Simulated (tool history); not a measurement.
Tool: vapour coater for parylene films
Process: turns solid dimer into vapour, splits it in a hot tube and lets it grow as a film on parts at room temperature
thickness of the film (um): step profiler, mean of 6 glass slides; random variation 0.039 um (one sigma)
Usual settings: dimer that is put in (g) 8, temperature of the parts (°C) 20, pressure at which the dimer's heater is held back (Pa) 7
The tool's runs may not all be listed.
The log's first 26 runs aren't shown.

run	day	dimer that is put in (g)	temperature of the parts (°C)	pressure at which the dimer's heater is held back (Pa)	hours of work since the trap's valve was overhauled	hours of work since the table's thermometer was calibrated	thickness of the film (um)
27	15.308	8	20	11.84	79	567	3.93
28	15.683	14	20	7	85	572	7.11
29	16.146	6	19	2.24	92	579	3.38
30	16.858	6	19	2.24	103	591	3.31
31	17.688	4	22	7	116	603	1.91
32	18.15	12	22	7	123	610	5.74
33	18.512	12	22	7	128	616	5.74
34	19.233	12	22	7	139	627	5.73
35	19.617	10	21	10.33	145	633	4.83
36	20.404	5	16	5.6	158	645	2.66
37	21.012	8	17	2.29	167	655	4.47
38	21.792	3	17	2.46	179	667	1.68
39	22.654	6	27	8.02	192	680	2.54
40	23.483	6	27	8.02	205	693	2.53
41	23.925	7	14	6.3	212	699	3.81
42	24.354	7	14	6.3	218	706	3.8
43	25.046	7	17	2.09	229	717	3.85
44	25.875	3	20	6.91	242	730	1.43
45	26.338	8	13	2.18	249	737	4.71
46	26.708	8	14	2.18	255	742	4.68
47	27.304	8	14	2.18	264	752	4.64
48	27.871	6	32	10.64	273	760	2.29

3 ways to go on from here, each from the tool as it stands after run 48. What would each give?
A	28.238	3	32	10.64	278	766	?
B	28.238	8	25	8.74	278	766	?
C	28.238	4	32	3.97	278	766	?

run	thickness of the film (um)
A	1.1
B	3.42
C	1.58
Without the tool's hidden state the same runs would have given:
run	thickness of the film (um)
A	1.21
B	3.73
C	1.72

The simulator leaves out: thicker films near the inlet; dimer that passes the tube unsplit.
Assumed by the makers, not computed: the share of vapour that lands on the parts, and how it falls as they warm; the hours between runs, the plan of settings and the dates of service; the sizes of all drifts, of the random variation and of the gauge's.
